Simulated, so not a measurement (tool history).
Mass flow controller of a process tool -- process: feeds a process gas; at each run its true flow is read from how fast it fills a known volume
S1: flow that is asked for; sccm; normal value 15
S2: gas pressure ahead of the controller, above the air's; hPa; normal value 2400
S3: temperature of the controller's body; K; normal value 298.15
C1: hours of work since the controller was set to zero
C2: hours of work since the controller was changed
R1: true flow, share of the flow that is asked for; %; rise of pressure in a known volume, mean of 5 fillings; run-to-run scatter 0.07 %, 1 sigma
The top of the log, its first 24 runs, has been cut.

run 25 hour=5781.3 | S1=28 S2=2300 S3=311.15 | C1=1877 C2=5899 | R1=96.86
run 26 hour=6103.5 | S1=28 S2=2300 S3=311.15 | C1=2114 C2=6137 | R1=96.72
run 27 hour=6437.7 | S1=15 S2=1410 S3=304.15 | C1=2360 C2=6383 | R1=95.82
run 28 hour=6631.9 | S1=15 S2=1410 S3=304.15 | C1=2503 C2=6526 | R1=96.01
run 29 hour=6794.5 | S1=5 S2=1730 S3=296.15 | C1=2623 C2=6646 | R1=95.83
run 30 hour=7027.4 | S1=5 S2=1730 S3=296.15 | C1=2795 C2=6817 | R1=95.80
run 31 hour=7265.2 | S1=26 S2=1450 S3=301.15 | C1=2970 C2=6993 | R1=96.41
run 32 hour=7519.6 | S1=26 S2=1450 S3=301.15 | C1=3158 C2=7180 | R1=96.24
run 33 hour=7850.2 | S1=26 S2=1450 S3=301.15 | C1=3401 C2=7424 | R1=96.30
run 34 hour=8181.9 | S1=17 S2=2260 S3=304.15 | C1=3646 C2=7668 | R1=96.11
run 35 hour=8512.5 | S1=24 S2=2260 S3=296.15 | C1=3889 C2=7912 | R1=96.74
run 36 hour=8652.1 | S1=17 S2=2260 S3=305.15 | C1=3992 C2=8015 | R1=95.91
-- hour=8696.5 controller's zero set anew
run 37 hour=8848.4 | S1=7 S2=2400 S3=298.15 | C1=112 C2=8159 | R1=95.81
run 38 hour=8985.0 | S1=7 S2=2080 S3=307.15 | C1=213 C2=8260 | R1=95.17
run 39 hour=9150.0 | S1=7 S2=2080 S3=307.15 | C1=334 C2=8381 | R1=94.97

Consider 4 possible next runs. They are alternatives, not a sequence: every one starts from the tool as it was left by run 39. What does each give?
run A hour=9419.8 | S1=7 S2=2680 S3=304.15 | C1=533 C2=8580 | R1=?
run B hour=9419.8 | S1=15 S2=2400 S3=299.15 | C1=533 C2=8580 | R1=?
run C hour=9419.8 | S1=5 S2=2100 S3=298.15 | C1=533 C2=8580 | R1=?
run D hour=9419.8 | S1=29 S2=2150 S3=294.15 | C1=533 C2=8580 | R1=?

run=A R1=95.63
run=B R1=95.99
run=C R1=95.44
run=D R1=96.88
Had the tool no hidden state, the same runs would have come out as:
run=A R1=97.98
run=B R1=98.34
run=C R1=97.79
run=D R1=99.25

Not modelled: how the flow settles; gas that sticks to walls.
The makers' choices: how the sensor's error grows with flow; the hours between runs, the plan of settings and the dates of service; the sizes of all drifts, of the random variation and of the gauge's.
